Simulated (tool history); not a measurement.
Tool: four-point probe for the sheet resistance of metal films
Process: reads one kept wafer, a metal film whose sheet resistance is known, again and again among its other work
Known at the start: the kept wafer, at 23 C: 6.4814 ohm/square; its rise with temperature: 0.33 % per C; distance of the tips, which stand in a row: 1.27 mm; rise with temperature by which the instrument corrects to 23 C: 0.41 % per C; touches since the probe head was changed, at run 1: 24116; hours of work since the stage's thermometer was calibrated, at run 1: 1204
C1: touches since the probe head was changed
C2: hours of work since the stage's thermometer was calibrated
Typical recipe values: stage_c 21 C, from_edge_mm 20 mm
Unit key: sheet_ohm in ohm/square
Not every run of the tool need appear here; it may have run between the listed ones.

run 1 hour=0 | stage_c=21 from_edge_mm=20 | C1=24116 C2=1204 | sheet_ohm=6.511409
run 2 hour=17.9 | stage_c=21 from_edge_mm=20 | C1=24595 C2=1213 | sheet_ohm=6.510364
run 3 hour=35 | stage_c=21 from_edge_mm=20 | C1=25055 C2=1221 | sheet_ohm=6.5121
run 4 hour=71.1 | stage_c=21 from_edge_mm=20 | C1=26021 C2=1240 | sheet_ohm=6.510071
run 5 hour=112.5 | stage_c=21 from_edge_mm=44 | C1=27132 C2=1261 | sheet_ohm=6.501158
run 6 hour=149.6 | stage_c=21 from_edge_mm=20 | C1=28124 C2=1279 | sheet_ohm=6.511704
run 7 hour=174.7 | stage_c=21 from_edge_mm=20 | C1=28798 C2=1292 | sheet_ohm=6.5105
run 8 hour=201.3 | stage_c=21 from_edge_mm=20 | C1=29510 C2=1306 | sheet_ohm=6.513326
run 9 hour=236.3 | stage_c=21 from_edge_mm=20 | C1=30448 C2=1323 | sheet_ohm=6.517404
run 10 hour=259.2 | stage_c=21 from_edge_mm=20 | C1=31063 C2=1335 | sheet_ohm=6.517037
run 11 hour=278.6 | stage_c=21 from_edge_mm=20 | C1=31584 C2=1345 | sheet_ohm=6.517891
run 12 hour=312.6 | stage_c=21 from_edge_mm=20 | C1=32495 C2=1362 | sheet_ohm=6.515233
run 13 hour=348.1 | stage_c=34 from_edge_mm=20 | C1=33447 C2=1380 | sheet_ohm=6.454258
run 14 hour=385.1 | stage_c=34 from_edge_mm=20 | C1=34439 C2=1399 | sheet_ohm=6.451026
run 15 hour=417.2 | stage_c=34 from_edge_mm=65 | C1=35299 C2=1415 | sheet_ohm=6.438296
run 16 hour=455.2 | stage_c=21 from_edge_mm=49 | C1=36318 C2=1434 | sheet_ohm=6.508939
run 17 hour=476.7 | stage_c=21 from_edge_mm=20 | C1=36892 C2=1445 | sheet_ohm=6.518192
run 18 hour=515.6 | stage_c=21 from_edge_mm=20 | C1=37935 C2=1465 | sheet_ohm=6.519756
run 19 hour=554.4 | stage_c=21 from_edge_mm=20 | C1=38974 C2=1484 | sheet_ohm=6.520546
run 20 hour=585.1 | stage_c=21 from_edge_mm=20 | C1=39798 C2=1500 | sheet_ohm=6.523256
run 21 hour=614.7 | stage_c=21 from_edge_mm=20 | C1=40592 C2=1515 | sheet_ohm=6.521892
run 22 hour=635.3 | stage_c=21 from_edge_mm=20 | C1=41145 C2=1525 | sheet_ohm=6.524072
run 23 hour=664.3 | stage_c=21 from_edge_mm=20 | C1=41922 C2=1540 | sheet_ohm=6.523847
run 24 hour=696.1 | stage_c=23 from_edge_mm=4 | C1=42772 C2=1556 | sheet_ohm=6.833888

What will run 25 give?
run 25 hour=715.2 | stage_c=21 from_edge_mm=20 | C1=43285 C2=1566 | sheet_ohm=?

{"run 25": {"sheet_ohm": 6.524791}}
The same run, on a tool lacking any hidden state, would have yielded sheet_ohm 6.505448 ohm/square.

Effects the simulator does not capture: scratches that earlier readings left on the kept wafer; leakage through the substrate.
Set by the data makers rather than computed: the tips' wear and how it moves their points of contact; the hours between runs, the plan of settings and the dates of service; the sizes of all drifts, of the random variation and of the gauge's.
